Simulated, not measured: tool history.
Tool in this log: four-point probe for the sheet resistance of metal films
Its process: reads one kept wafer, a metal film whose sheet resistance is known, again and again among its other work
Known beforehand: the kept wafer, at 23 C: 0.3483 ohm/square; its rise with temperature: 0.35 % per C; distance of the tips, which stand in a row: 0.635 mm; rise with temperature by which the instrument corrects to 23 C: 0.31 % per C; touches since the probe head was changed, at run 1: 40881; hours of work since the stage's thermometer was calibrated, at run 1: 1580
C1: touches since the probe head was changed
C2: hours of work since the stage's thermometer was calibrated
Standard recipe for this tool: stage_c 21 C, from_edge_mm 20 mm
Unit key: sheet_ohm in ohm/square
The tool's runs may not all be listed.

run 1 hour=0 | stage_c=21 from_edge_mm=20 | C1=40881 C2=1580 | sheet_ohm=0.352684
run 2 hour=43.9 | stage_c=21 from_edge_mm=20 | C1=43052 C2=1607 | sheet_ohm=0.352843
run 3 hour=103.3 | stage_c=27 from_edge_mm=20 | C1=45992 C2=1645 | sheet_ohm=0.353952
run 4 hour=154.5 | stage_c=22 from_edge_mm=20 | C1=48525 C2=1676 | sheet_ohm=0.353535
run 5 hour=206.2 | stage_c=22 from_edge_mm=20 | C1=51086 C2=1709 | sheet_ohm=0.35367
run 6 hour=267.8 | stage_c=22 from_edge_mm=20 | C1=54133 C2=1747 | sheet_ohm=0.353847
run 7 hour=329.5 | stage_c=21 from_edge_mm=67 | C1=57187 C2=1785 | sheet_ohm=0.353853
run 8 hour=382.8 | stage_c=21 from_edge_mm=67 | C1=59820 C2=1819 | sheet_ohm=0.353897
run 9 hour=439.3 | stage_c=21 from_edge_mm=67 | C1=62619 C2=1854 | sheet_ohm=0.354102
run 10 hour=485.5 | stage_c=21 from_edge_mm=67 | C1=64903 C2=1883 | sheet_ohm=0.354381
run 11 hour=522.1 | stage_c=21 from_edge_mm=67 | C1=66713 C2=1905 | sheet_ohm=0.354363
-- hour=562.8 new probe head fitted
run 12 hour=577.7 | stage_c=21 from_edge_mm=67 | C1=741 C2=1940 | sheet_ohm=0.34876
run 13 hour=610.8 | stage_c=21 from_edge_mm=7 | C1=2378 C2=1960 | sheet_ohm=0.350314
run 14 hour=657.7 | stage_c=18 from_edge_mm=20 | C1=4697 C2=1989 | sheet_ohm=0.348763
run 15 hour=707 | stage_c=25 from_edge_mm=20 | C1=7137 C2=2020 | sheet_ohm=0.349891
run 16 hour=760.4 | stage_c=25 from_edge_mm=20 | C1=9778 C2=2053 | sheet_ohm=0.350164
run 17 hour=817.8 | stage_c=25 from_edge_mm=23 | C1=12620 C2=2089 | sheet_ohm=0.350365
run 18 hour=874.2 | stage_c=25 from_edge_mm=23 | C1=15410 C2=2124 | sheet_ohm=0.350583
run 19 hour=908.9 | stage_c=34 from_edge_mm=20 | C1=17129 C2=2146 | sheet_ohm=0.352083
run 20 hour=944.4 | stage_c=34 from_edge_mm=20 | C1=18887 C2=2168 | sheet_ohm=0.352183
run 21 hour=1001.7 | stage_c=34 from_edge_mm=20 | C1=21721 C2=2204 | sheet_ohm=0.352147
-- hour=1007.6 stage's thermometer calibrated
run 22 hour=1037.6 | stage_c=23 from_edge_mm=20 | C1=23469 C2=19 | sheet_ohm=0.350987
run 23 hour=1084.9 | stage_c=23 from_edge_mm=20 | C1=25812 C2=48 | sheet_ohm=0.351153
run 24 hour=1140.3 | stage_c=21 from_edge_mm=9 | C1=28551 C2=83 | sheet_ohm=0.351712
run 25 hour=1180.1 | stage_c=34 from_edge_mm=9 | C1=30521 C2=107 | sheet_ohm=0.353975
run 26 hour=1227.4 | stage_c=34 from_edge_mm=9 | C1=32861 C2=137 | sheet_ohm=0.35406
run 27 hour=1259.4 | stage_c=29 from_edge_mm=3 | C1=34446 C2=157 | sheet_ohm=0.360789
run 28 hour=1286.4 | stage_c=19 from_edge_mm=12 | C1=35783 C2=174 | sheet_ohm=0.351679
run 29 hour=1340.8 | stage_c=19 from_edge_mm=12 | C1=38476 C2=208 | sheet_ohm=0.35188
-- hour=1372.5 stage's thermometer calibrated, once more
run 30 hour=1392.1 | stage_c=22 from_edge_mm=61 | C1=40987 C2=12 | sheet_ohm=0.350752
run 31 hour=1437.7 | stage_c=22 from_edge_mm=61 | C1=43243 C2=41 | sheet_ohm=0.350737
run 32 hour=1468.1 | stage_c=22 from_edge_mm=61 | C1=44748 C2=60 | sheet_ohm=0.351007
run 33 hour=1499.6 | stage_c=26 from_edge_mm=50 | C1=46309 C2=79 | sheet_ohm=0.351684
run 34 hour=1542.7 | stage_c=23 from_edge_mm=41 | C1=48437 C2=106 | sheet_ohm=0.351613
run 35 hour=1582.7 | stage_c=33 from_edge_mm=66 | C1=50418 C2=131 | sheet_ohm=0.353188
run 36 hour=1633.9 | stage_c=33 from_edge_mm=66 | C1=52953 C2=163 | sheet_ohm=0.353382
run 37 hour=1661.2 | stage_c=33 from_edge_mm=66 | C1=54305 C2=180 | sheet_ohm=0.353614
run 38 hour=1717.7 | stage_c=32 from_edge_mm=32 | C1=57100 C2=215 | sheet_ohm=0.353531
run 39 hour=1773.2 | stage_c=21 from_edge_mm=33 | C1=59846 C2=250 | sheet_ohm=0.352132
run 40 hour=1810.4 | stage_c=20 from_edge_mm=33 | C1=61686 C2=273 | sheet_ohm=0.351986
run 41 hour=1843.8 | stage_c=28 from_edge_mm=4 | C1=63338 C2=294 | sheet_ohm=0.358058
run 42 hour=1889.5 | stage_c=24 from_edge_mm=69 | C1=65598 C2=322 | sheet_ohm=0.352737
run 43 hour=1931.9 | stage_c=31 from_edge_mm=16 | C1=67696 C2=349 | sheet_ohm=0.354327
-- hour=1953.4 new probe head fitted
run 44 hour=1988.5 | stage_c=35 from_edge_mm=5 | C1=1740 C2=383 | sheet_ohm=0.352967

3 options for the next run, each taken on its own from the tool as it stands now. Forecast them:
run A hour=2048.8 | stage_c=18 from_edge_mm=6 | C1=4723 C2=421 | sheet_ohm=?
run B hour=2048.8 | stage_c=28 from_edge_mm=8 | C1=4723 C2=421 | sheet_ohm=?
run C hour=2048.8 | stage_c=27 from_edge_mm=19 | C1=4723 C2=421 | sheet_ohm=?

run=A sheet_ohm=0.349622
run=B sheet_ohm=0.350212
run=C sheet_ohm=0.34905
The same runs, with their run-to-run variation unchanged, on a tool lacking any hidden condition would have given:
run=A sheet_ohm=0.349619
run=B sheet_ohm=0.350216
run=C sheet_ohm=0.349054
